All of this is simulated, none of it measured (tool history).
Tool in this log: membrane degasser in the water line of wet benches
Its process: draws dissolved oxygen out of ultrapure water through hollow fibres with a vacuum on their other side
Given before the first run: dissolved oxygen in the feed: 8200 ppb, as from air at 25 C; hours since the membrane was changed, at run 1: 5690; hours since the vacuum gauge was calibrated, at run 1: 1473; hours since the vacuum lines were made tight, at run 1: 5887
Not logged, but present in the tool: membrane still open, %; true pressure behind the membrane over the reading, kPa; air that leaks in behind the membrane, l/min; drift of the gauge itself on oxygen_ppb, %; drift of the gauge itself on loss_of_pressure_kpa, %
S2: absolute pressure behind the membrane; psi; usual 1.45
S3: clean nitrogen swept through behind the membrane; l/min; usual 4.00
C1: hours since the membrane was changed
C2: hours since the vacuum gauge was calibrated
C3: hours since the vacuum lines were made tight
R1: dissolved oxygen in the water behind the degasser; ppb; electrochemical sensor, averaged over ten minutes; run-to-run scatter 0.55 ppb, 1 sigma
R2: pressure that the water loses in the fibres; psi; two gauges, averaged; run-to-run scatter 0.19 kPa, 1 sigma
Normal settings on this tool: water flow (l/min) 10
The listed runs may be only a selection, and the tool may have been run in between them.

{"run": 1, "hour": 0.0, "water flow (l/min)": 10, "S2": 1.45, "S3": 4.0, "C1": 5690, "C2": 1473, "C3": 5887, "R1": 47.1, "R2": 5.739}
{"run": 2, "hour": 125.9, "water flow (l/min)": 10, "S2": 1.45, "S3": 5.97, "C1": 5816, "C2": 1599, "C3": 6013, "R1": 34.2, "R2": 5.71}
{"run": 3, "hour": 210.5, "water flow (l/min)": 10, "S2": 1.45, "S3": 5.97, "C1": 5900, "C2": 1683, "C3": 6097, "R1": 31.9, "R2": 5.807}
{"run": 4, "hour": 350.7, "water flow (l/min)": 10, "S2": 1.45, "S3": 4.0, "C1": 6040, "C2": 1823, "C3": 6237, "R1": 47.2, "R2": 5.761}
{"run": 5, "hour": 449.8, "water flow (l/min)": 10, "S2": 1.45, "S3": 4.0, "C1": 6140, "C2": 1922, "C3": 6336, "R1": 46.7, "R2": 5.783}
{"run": 6, "hour": 595.3, "water flow (l/min)": 10, "S2": 1.45, "S3": 4.0, "C1": 6285, "C2": 2068, "C3": 6482, "R1": 48.1, "R2": 5.796}
{"run": 7, "hour": 656.4, "water flow (l/min)": 10, "S2": 1.45, "S3": 4.0, "C1": 6346, "C2": 2129, "C3": 6543, "R1": 47.1, "R2": 5.733}
{"run": 8, "hour": 794.7, "water flow (l/min)": 10, "S2": 1.45, "S3": 4.0, "C1": 6485, "C2": 2267, "C3": 6681, "R1": 47.7, "R2": 5.823}
{"run": 9, "hour": 868.2, "water flow (l/min)": 10, "S2": 1.45, "S3": 4.0, "C1": 6558, "C2": 2341, "C3": 6755, "R1": 47.6, "R2": 5.774}
{"run": 10, "hour": 996.4, "water flow (l/min)": 14, "S2": 1.45, "S3": 4.0, "C1": 6686, "C2": 2469, "C3": 6883, "R1": 82.1, "R2": 8.064}
{"run": 11, "hour": 1097.6, "water flow (l/min)": 10, "S2": 1.54, "S3": 4.0, "C1": 6787, "C2": 2570, "C3": 6984, "R1": 50.1, "R2": 5.748}
{"hour": 1106.2, "done": "seals of the vacuum lines changed"}
{"run": 12, "hour": 1231.6, "water flow (l/min)": 10, "S2": 3.6, "S3": 4.0, "C1": 6919, "C2": 2702, "C3": 125, "R1": 136.2, "R2": 5.816}
{"run": 13, "hour": 1333.0, "water flow (l/min)": 10, "S2": 1.45, "S3": 4.0, "C1": 7021, "C2": 2804, "C3": 227, "R1": 45.9, "R2": 5.8}
{"run": 14, "hour": 1459.5, "water flow (l/min)": 10, "S2": 0.87, "S3": 4.0, "C1": 7147, "C2": 2930, "C3": 353, "R1": 22.0, "R2": 5.733}
{"run": 15, "hour": 1526.6, "water flow (l/min)": 6, "S2": 2.76, "S3": 4.0, "C1": 7214, "C2": 2997, "C3": 420, "R1": 59.4, "R2": 3.452}
{"run": 16, "hour": 1642.7, "water flow (l/min)": 6, "S2": 2.76, "S3": 4.0, "C1": 7331, "C2": 3113, "C3": 537, "R1": 59.4, "R2": 3.461}
{"run": 17, "hour": 1782.3, "water flow (l/min)": 10, "S2": 3.45, "S3": 3.56, "C1": 7470, "C2": 3253, "C3": 676, "R1": 144.8, "R2": 5.831}
{"run": 18, "hour": 1904.6, "water flow (l/min)": 10, "S2": 3.45, "S3": 3.56, "C1": 7592, "C2": 3375, "C3": 798, "R1": 145.7, "R2": 5.748}
{"run": 19, "hour": 2051.0, "water flow (l/min)": 7, "S2": 3.57, "S3": 10.5, "C1": 7739, "C2": 3522, "C3": 945, "R1": 36.7, "R2": 4.068}
{"run": 20, "hour": 2119.5, "water flow (l/min)": 10, "S2": 1.45, "S3": 1.69, "C1": 7807, "C2": 3590, "C3": 1013, "R1": 101.8, "R2": 5.809}
{"run": 21, "hour": 2241.8, "water flow (l/min)": 10, "S2": 1.25, "S3": 2.71, "C1": 7930, "C2": 3713, "C3": 1136, "R1": 53.5, "R2": 5.73}
{"run": 22, "hour": 2378.6, "water flow (l/min)": 10, "S2": 1.31, "S3": 3.67, "C1": 8066, "C2": 3849, "C3": 1272, "R1": 42.8, "R2": 5.841}
{"run": 23, "hour": 2440.4, "water flow (l/min)": 16, "S2": 0.88, "S3": 1.67, "C1": 8128, "C2": 3911, "C3": 1334, "R1": 106.4, "R2": 9.361}
{"run": 24, "hour": 2557.6, "water flow (l/min)": 16, "S2": 0.88, "S3": 1.67, "C1": 8245, "C2": 4028, "C3": 1451, "R1": 107.2, "R2": 9.224}
{"run": 25, "hour": 2668.9, "water flow (l/min)": 16, "S2": 1.78, "S3": 1.67, "C1": 8357, "C2": 4140, "C3": 1563, "R1": 239.7, "R2": 9.319}
{"run": 26, "hour": 2799.3, "water flow (l/min)": 10, "S2": 0.97, "S3": 4.3, "C1": 8487, "C2": 4270, "C3": 1693, "R1": 24.3, "R2": 5.775}
{"run": 27, "hour": 2901.0, "water flow (l/min)": 12, "S2": 0.97, "S3": 4.3, "C1": 8589, "C2": 4372, "C3": 1795, "R1": 36.1, "R2": 6.966}
{"run": 28, "hour": 3045.0, "water flow (l/min)": 10, "S2": 2.54, "S3": 10.06, "C1": 8733, "C2": 4516, "C3": 1939, "R1": 39.6, "R2": 5.784}

What differs in the tool's unlogged condition from the final listed run ahead of each entry between runs to the first listed run following it?
In the gap between runs 11 and 12: seals of the vacuum lines changed (hour 1106.2)
  air that leaks in behind the membrane, l/min: 0.013 -> 0.0026
  what was measured, less what the result would be without the hidden state, R1: +2.1 -> +0.8 ppb; R2: +0.099 -> +0.103 psi

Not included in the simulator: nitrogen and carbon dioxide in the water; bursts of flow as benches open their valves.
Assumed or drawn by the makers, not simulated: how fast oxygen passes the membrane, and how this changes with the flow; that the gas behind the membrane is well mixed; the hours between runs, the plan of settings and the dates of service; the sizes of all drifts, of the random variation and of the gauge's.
